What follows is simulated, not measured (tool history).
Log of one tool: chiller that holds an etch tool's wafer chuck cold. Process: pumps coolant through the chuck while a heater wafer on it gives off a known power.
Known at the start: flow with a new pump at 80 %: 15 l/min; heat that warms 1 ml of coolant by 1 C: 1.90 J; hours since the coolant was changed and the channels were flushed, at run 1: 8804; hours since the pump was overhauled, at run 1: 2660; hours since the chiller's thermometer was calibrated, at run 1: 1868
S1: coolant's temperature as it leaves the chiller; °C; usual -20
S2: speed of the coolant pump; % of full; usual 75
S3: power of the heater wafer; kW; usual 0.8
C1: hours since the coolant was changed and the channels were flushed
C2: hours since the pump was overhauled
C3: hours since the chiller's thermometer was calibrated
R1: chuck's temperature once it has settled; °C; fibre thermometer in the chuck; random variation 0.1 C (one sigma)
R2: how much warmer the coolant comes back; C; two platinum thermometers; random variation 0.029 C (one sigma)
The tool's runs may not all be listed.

run      day   S1   S2     S3    C1    C2    C3     R1    R2
  1        0  -20   75    0.8  8804  2660  1868  -11.9  1.78
  2    3.275  -20   75    0.8  8883  2739  1947  -11.8  1.84
  3    5.908  -20   86    0.8  8946  2802  2010    -13   1.6
  4   10.121  -25   75    0.8  9047  2903  2111  -16.8  1.82
  5   13.604  -27   75    0.8  9131  2986  2195    -19  1.84
  6   17.754  -27   75    0.8  9231  3086  2294  -18.8  1.87
      19.175  -- coolant changed, channels flushed
  7   20.308  -27   75    0.8    27  3141  2349  -18.9  1.85
  8   24.283  -27   75    0.8   123  3237  2445    -19  1.89
  9   28.954  -27   75    0.8   235  3349  2557    -19  1.86
 10   33.438  -27   75    0.8   342  3456  2665    -19  1.94
 11   37.788  -27   75    0.8   447  3561  2769  -18.8  1.92
 12   41.762  -27   75    0.8   542  3656  2864    -19  1.95
 13   44.662  -19   75    0.8   612  3726  2934  -10.8  1.96
 14     48.4  -19   75    0.8   701  3816  3024    -11  1.94
 15   51.654  -19   75    0.8   779  3894  3102  -10.7  1.98
 16     55.3  -20   75    0.8   867  3981  3189  -11.9  2.02
 17   59.283  -20   75    0.8   963  4077  3285  -11.9  2.09
 18   63.329  -20   75    0.8  1060  4174  3382  -11.7  2.02
      64.104  -- gauge calibrated
 19   65.517  -20   75    0.8  1112  4226  3434  -11.8  1.81
 20   67.833  -20   75    0.8  1168  4282  3490    -12  1.88
 21   70.967  -26   75  0.736  1243  4357  3565  -18.5   1.7
 22   73.929  -22  100  0.463  1314  4428  3636  -18.6  0.77
 23   78.208  -13   96  0.494  1417  4531  3739     -9   0.9
 24   82.279  -13   96  0.494  1514  4629  3837   -9.2  0.89
 25   86.133  -13   96  0.494  1607  4721  3929   -9.2  0.96
 26   90.996  -11   68  0.706  1724  4838  4046   -3.2  1.88
 27   95.475  -11   68  0.706  1831  4945  4153   -3.1   1.9
 28   98.179  -11   68  0.706  1896  5010  4218   -3.1  1.94
 29  101.483  -11   68  0.706  1975  5090  4298   -3.1  1.92
 30   105.95  -20   68    0.8  2083  5197  4405    -11  2.19
 31  110.692  -12   69  0.825  2196  5311  4519   -2.8  2.23
 32  112.838  -20   74  0.573  2248  5362  4570  -14.1   1.5

How the hidden state differs across the entries between the runs, from the last listed run before each to the first after it:
Between runs 6 and 7: coolant changed, channels flushed (day 19.175)
  heat passed by the chuck's channels, % of clean ones': 99.7 -> 100; drift of the gauge itself on warmer_back_c, C: 0.06 -> 0.07
  measured less the result without the state, R2: +0.07 -> +0.07 C
Between runs 18 and 19: gauge calibrated (day 64.104)
  drift of the gauge itself on warmer_back_c, C: 0.22 -> 0
  measured less the result without the state, R2: +0.22 -> +0.01 C

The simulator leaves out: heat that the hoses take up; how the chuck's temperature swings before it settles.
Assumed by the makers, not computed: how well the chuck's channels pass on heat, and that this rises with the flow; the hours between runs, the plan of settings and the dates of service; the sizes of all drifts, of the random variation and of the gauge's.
